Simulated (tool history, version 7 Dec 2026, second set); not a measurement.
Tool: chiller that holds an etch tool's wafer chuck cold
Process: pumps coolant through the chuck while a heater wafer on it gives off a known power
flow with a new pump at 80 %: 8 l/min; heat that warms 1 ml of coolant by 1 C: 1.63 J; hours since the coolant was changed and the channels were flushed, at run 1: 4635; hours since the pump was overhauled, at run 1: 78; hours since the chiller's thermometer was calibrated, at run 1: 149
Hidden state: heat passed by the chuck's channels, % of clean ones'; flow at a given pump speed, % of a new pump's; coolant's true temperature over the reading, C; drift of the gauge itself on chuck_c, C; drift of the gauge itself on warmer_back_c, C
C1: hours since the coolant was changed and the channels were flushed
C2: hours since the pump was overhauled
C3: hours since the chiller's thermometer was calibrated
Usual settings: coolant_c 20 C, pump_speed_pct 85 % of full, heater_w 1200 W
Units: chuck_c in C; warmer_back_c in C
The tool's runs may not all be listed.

Run 1, day 0: usual settings; C1 4635; C2 78; C3 149. Result: chuck_c 33.2 C, warmer_back_c 5.15 C.
Run 2, day 0.554: usual settings; C1 4648; C2 91; C3 163. Result: chuck_c 33.2 C, warmer_back_c 5.16 C.
Run 3, day 1.188: usual settings; C1 4663; C2 106; C3 178. Result: chuck_c 33.4 C, warmer_back_c 5.11 C.
Run 4, day 2.446: usual settings; C1 4693; C2 136; C3 208. Result: chuck_c 33.4 C, warmer_back_c 5.18 C.
Run 5, day 3.121: usual settings; C1 4710; C2 152; C3 224. Result: chuck_c 33.3 C, warmer_back_c 5.2 C.
Run 6, day 3.667: usual settings but coolant_c 28 C; C1 4723; C2 165; C3 237. Result: chuck_c 41.1 C, warmer_back_c 5.14 C.
Run 7, day 4.462: usual settings but coolant_c 28 C; C1 4742; C2 185; C3 256. Result: chuck_c 41.2 C, warmer_back_c 5.2 C.
Run 8, day 5.742: usual settings; C1 4773; C2 215; C3 287. Result: chuck_c 33.2 C, warmer_back_c 5.2 C.
Run 9, day 6.604: usual settings; C1 4793; C2 236; C3 308. Result: chuck_c 33.2 C, warmer_back_c 5.25 C.
Run 10, day 7.708: usual settings; C1 4820; C2 262; C3 334. Result: chuck_c 33.4 C, warmer_back_c 5.17 C.
Run 11, day 8.912: usual settings; C1 4849; C2 291; C3 363. Result: chuck_c 33.3 C, warmer_back_c 5.14 C.
Run 12, day 10.171: usual settings; C1 4879; C2 322; C3 393. Result: chuck_c 33.3 C, warmer_back_c 5.15 C.
Run 13, day 10.879: usual settings; C1 4896; C2 339; C3 410. Result: chuck_c 33.2 C, warmer_back_c 5.16 C.
Run 14, day 11.925: usual settings; C1 4921; C2 364; C3 436. Result: chuck_c 33.3 C, warmer_back_c 5.11 C.
Run 15, day 12.471: usual settings; C1 4934; C2 377; C3 449. Result: chuck_c 33.5 C, warmer_back_c 5.14 C.
Run 16, day 13.342: usual settings; C1 4955; C2 398; C3 469. Result: chuck_c 33.2 C, warmer_back_c 5.2 C.
Run 17, day 14.304: usual settings; C1 4978; C2 421; C3 493. Result: chuck_c 33.3 C, warmer_back_c 5.17 C.
Run 18, day 14.879: usual settings but pump_speed_pct 66 % of full, heater_w 1591 W; C1 4992; C2 435; C3 506. Result: chuck_c 41.6 C, warmer_back_c 9 C.
Run 19, day 15.671: usual settings but pump_speed_pct 66 % of full, heater_w 1591 W; C1 5011; C2 454; C3 525. Result: chuck_c 41.7 C, warmer_back_c 8.93 C.
Run 20, day 16.617: usual settings but pump_speed_pct 66 % of full, heater_w 1591 W; C1 5034; C2 476; C3 548. Result: chuck_c 41.8 C, warmer_back_c 8.98 C.
Run 21, day 17.888: usual settings but coolant_c 17 C, pump_speed_pct 62 % of full, heater_w 624 W; C1 5064; C2 507; C3 579. Result: chuck_c 26.1 C, warmer_back_c 3.77 C.
Run 22, day 18.717: usual settings but coolant_c 19 C; C1 5084; C2 527; C3 599. Result: chuck_c 32.4 C, warmer_back_c 5.13 C.
Run 23, day 19.55: usual settings but coolant_c 19 C; C1 5104; C2 547; C3 619. Result: chuck_c 32.1 C, warmer_back_c 5.08 C.
Run 24, day 20.446: usual settings but coolant_c 17 C; C1 5126; C2 568; C3 640. Result: chuck_c 30.4 C, warmer_back_c 5.13 C.
Run 25, day 21.658: usual settings but coolant_c 27 C, pump_speed_pct 78 % of full, heater_w 631 W; C1 5155; C2 597; C3 669. Result: chuck_c 34.7 C, warmer_back_c 2.97 C.
Run 26, day 22.796: usual settings but coolant_c 23 C, pump_speed_pct 93 % of full, heater_w 606 W; C1 5182; C2 625; C3 696. Result: chuck_c 29.2 C, warmer_back_c 2.35 C.
Run 27, day 23.983: usual settings but pump_speed_pct 72 % of full, heater_w 692 W; C1 5210; C2 653; C3 725. Result: chuck_c 28.9 C, warmer_back_c 3.54 C.
Run 28, day 25.225: usual settings but pump_speed_pct 61 % of full, heater_w 1358 W; C1 5240; C2 683; C3 755. Result: chuck_c 39.9 C, warmer_back_c 8.42 C.
Run 29, day 26.433: usual settings but pump_speed_pct 61 % of full, heater_w 1358 W; C1 5269; C2 712; C3 784. Result: chuck_c 39.8 C, warmer_back_c 8.33 C.
Run 30, day 27.721: usual settings but coolant_c 11 C, pump_speed_pct 77 % of full, heater_w 1657 W; C1 5300; C2 743; C3 815. Result: chuck_c 30.9 C, warmer_back_c 7.94 C.
Run 31, day 28.796: usual settings but coolant_c 23 C, pump_speed_pct 75 % of full, heater_w 1081 W; C1 5326; C2 769; C3 840. Result: chuck_c 36.3 C, warmer_back_c 5.33 C.
Run 32, day 29.838: usual settings but coolant_c 23 C, pump_speed_pct 75 % of full, heater_w 1081 W; C1 5351; C2 794; C3 865. Result: chuck_c 36.4 C, warmer_back_c 5.32 C.
Run 33, day 30.483: usual settings but coolant_c 23 C, pump_speed_pct 75 % of full, heater_w 1081 W; C1 5366; C2 809; C3 881. Result: chuck_c 36.3 C, warmer_back_c 5.3 C.

Forecast each of these 3 alternatives for the next run:
Run A, day 31.496: usual settings but coolant_c 11 C, heater_w 1122 W; C1 5391; C2 833; C3 905. Result: chuck_c ?, warmer_back_c ?.
Run B, day 31.496: usual settings but coolant_c 15 C, pump_speed_pct 87 % of full, heater_w 1081 W; C1 5391; C2 833; C3 905. Result: chuck_c ?, warmer_back_c ?.
Run C, day 31.496: usual settings but coolant_c 23 C, pump_speed_pct 75 % of full, heater_w 1275 W; C1 5391; C2 833; C3 905. Result: chuck_c ?, warmer_back_c ?.

run  chuck_c  warmer_back_c
  A     23.6           4.87
  B     26.6           4.54
  C     38.7            6.3
Without the tool's hidden state the same runs would have given:
run  chuck_c  warmer_back_c
  A     23.5           4.87
  B     26.6           4.54
  C     38.7            6.3

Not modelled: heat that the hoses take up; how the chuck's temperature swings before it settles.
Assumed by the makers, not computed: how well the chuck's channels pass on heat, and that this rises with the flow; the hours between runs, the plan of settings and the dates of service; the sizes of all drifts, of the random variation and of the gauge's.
